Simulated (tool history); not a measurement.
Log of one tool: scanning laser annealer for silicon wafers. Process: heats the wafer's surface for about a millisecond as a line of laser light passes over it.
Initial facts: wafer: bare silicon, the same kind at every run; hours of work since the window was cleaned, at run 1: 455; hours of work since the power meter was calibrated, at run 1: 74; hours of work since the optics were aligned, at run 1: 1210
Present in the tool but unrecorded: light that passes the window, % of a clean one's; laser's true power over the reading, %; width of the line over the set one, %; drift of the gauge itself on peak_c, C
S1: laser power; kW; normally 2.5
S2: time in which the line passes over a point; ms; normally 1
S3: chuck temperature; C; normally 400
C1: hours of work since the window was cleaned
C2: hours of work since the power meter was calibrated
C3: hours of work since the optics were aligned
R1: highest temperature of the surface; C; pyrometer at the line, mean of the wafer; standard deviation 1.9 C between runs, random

run 1 hour=0 | S1=2.5 S2=1 S3=400 | C1=455 C2=74 C3=1210 | R1=1091
run 2 hour=15.2 | S1=2.292 S2=1 S3=400 | C1=467 C2=86 C3=1221 | R1=1033
run 3 hour=25.9 | S1=2.5 S2=1 S3=417 | C1=475 C2=94 C3=1230 | R1=1103
run 4 hour=41.3 | S1=2.5 S2=1 S3=417 | C1=487 C2=106 C3=1241 | R1=1104
run 5 hour=53.9 | S1=2.5 S2=1 S3=417 | C1=496 C2=116 C3=1251 | R1=1105
run 6 hour=68.9 | S1=2.5 S2=1 S3=417 | C1=508 C2=127 C3=1263 | R1=1104
run 7 hour=77.2 | S1=2.744 S2=1 S3=400 | C1=514 C2=134 C3=1269 | R1=1144
run 8 hour=85 | S1=2.5 S2=0.95 S3=400 | C1=520 C2=140 C3=1275 | R1=1068
run 9 hour=99.9 | S1=2.5 S2=0.95 S3=400 | C1=532 C2=151 C3=1287 | R1=1071
-- hour=103.5 window over the wafer cleaned
run 10 hour=119.6 | S1=2.5 S2=0.95 S3=400 | C1=12 C2=165 C3=1300 | R1=1082
run 11 hour=134.3 | S1=2.5 S2=0.95 S3=400 | C1=24 C2=176 C3=1312 | R1=1087
run 12 hour=146.3 | S1=2.5 S2=0.95 S3=400 | C1=33 C2=185 C3=1321 | R1=1085
run 13 hour=156.2 | S1=2.5 S2=0.95 S3=400 | C1=41 C2=193 C3=1328 | R1=1083
run 14 hour=167.6 | S1=2.5 S2=1 S3=400 | C1=49 C2=202 C3=1337 | R1=1101
run 15 hour=179.8 | S1=2.5 S2=1 S3=400 | C1=59 C2=211 C3=1347 | R1=1103
run 16 hour=193.7 | S1=2.5 S2=1.13 S3=400 | C1=69 C2=222 C3=1357 | R1=1144
run 17 hour=205.3 | S1=2.5 S2=1.13 S3=400 | C1=78 C2=231 C3=1366 | R1=1143
-- hour=211.8 optics aligned, line set to its width
run 18 hour=219.5 | S1=2.5 S2=1.13 S3=366 | C1=86 C2=238 C3=6 | R1=1107
run 19 hour=228.1 | S1=2.5 S2=1.13 S3=406 | C1=92 C2=244 C3=13 | R1=1147
run 20 hour=244.2 | S1=2.5 S2=1.13 S3=406 | C1=105 C2=257 C3=25 | R1=1145
run 21 hour=253.1 | S1=2.393 S2=0.98 S3=397 | C1=111 C2=264 C3=32 | R1=1062
run 22 hour=261.2 | S1=2.393 S2=0.98 S3=397 | C1=118 C2=270 C3=38 | R1=1062
run 23 hour=268.8 | S1=2.5 S2=0.76 S3=414 | C1=123 C2=276 C3=44 | R1=1026
run 24 hour=278.5 | S1=2.5 S2=0.76 S3=414 | C1=131 C2=283 C3=51 | R1=1028
run 25 hour=290 | S1=2.5 S2=1.19 S3=393 | C1=140 C2=292 C3=60 | R1=1148
run 26 hour=300.1 | S1=2.648 S2=1.24 S3=393 | C1=148 C2=300 C3=68 | R1=1204
run 27 hour=315 | S1=2.5 S2=1.18 S3=414 | C1=159 C2=311 C3=80 | R1=1168
-- hour=321.5 optics aligned, line set to its width, once more
run 28 hour=330.4 | S1=2.266 S2=0.77 S3=397 | C1=167 C2=319 C3=7 | R1=966
run 29 hour=339.8 | S1=2.664 S2=0.79 S3=400 | C1=174 C2=327 C3=14 | R1=1065
run 30 hour=350.5 | S1=2.664 S2=0.8 S3=400 | C1=182 C2=335 C3=22 | R1=1072
run 31 hour=364.2 | S1=2.601 S2=1.06 S3=400 | C1=193 C2=345 C3=33 | R1=1148
run 32 hour=374.8 | S1=2.601 S2=1.06 S3=400 | C1=201 C2=354 C3=41 | R1=1144
run 33 hour=386.5 | S1=2.392 S2=0.73 S3=362 | C1=210 C2=363 C3=50 | R1=947
run 34 hour=403.4 | S1=2.552 S2=0.9 S3=400 | C1=223 C2=376 C3=63 | R1=1081
run 35 hour=414.2 | S1=2.552 S2=0.9 S3=400 | C1=232 C2=384 C3=71 | R1=1076
run 36 hour=423.9 | S1=2.284 S2=0.88 S3=401 | C1=239 C2=391 C3=79 | R1=1005
run 37 hour=431 | S1=2.385 S2=1 S3=400 | C1=245 C2=397 C3=84 | R1=1067
run 38 hour=443.7 | S1=2.346 S2=1 S3=424 | C1=254 C2=407 C3=94 | R1=1080
run 39 hour=452.6 | S1=2.346 S2=1 S3=424 | C1=261 C2=414 C3=101 | R1=1081
run 40 hour=468.7 | S1=2.346 S2=1 S3=424 | C1=274 C2=426 C3=113 | R1=1084

Per-run results on a tool with no hidden state, each run keeping its own random variation:
run=1 R1=1113
run=2 R1=1054
run=3 R1=1126
run=4 R1=1127
run=5 R1=1128
run=6 R1=1128
run=7 R1=1171
run=8 R1=1092
run=9 R1=1095
run=10 R1=1089
run=11 R1=1094
run=12 R1=1092
run=13 R1=1090
run=14 R1=1109
run=15 R1=1111
run=16 R1=1153
run=17 R1=1152
run=18 R1=1119
run=19 R1=1159
run=20 R1=1158
run=21 R1=1074
run=22 R1=1074
run=23 R1=1038
run=24 R1=1040
run=25 R1=1163
run=26 R1=1220
run=27 R1=1184
run=28 R1=973
run=29 R1=1074
run=30 R1=1082
run=31 R1=1158
run=32 R1=1155
run=33 R1=956
run=34 R1=1092
run=35 R1=1088
run=36 R1=1015
run=37 R1=1079
run=38 R1=1092
run=39 R1=1093
run=40 R1=1097
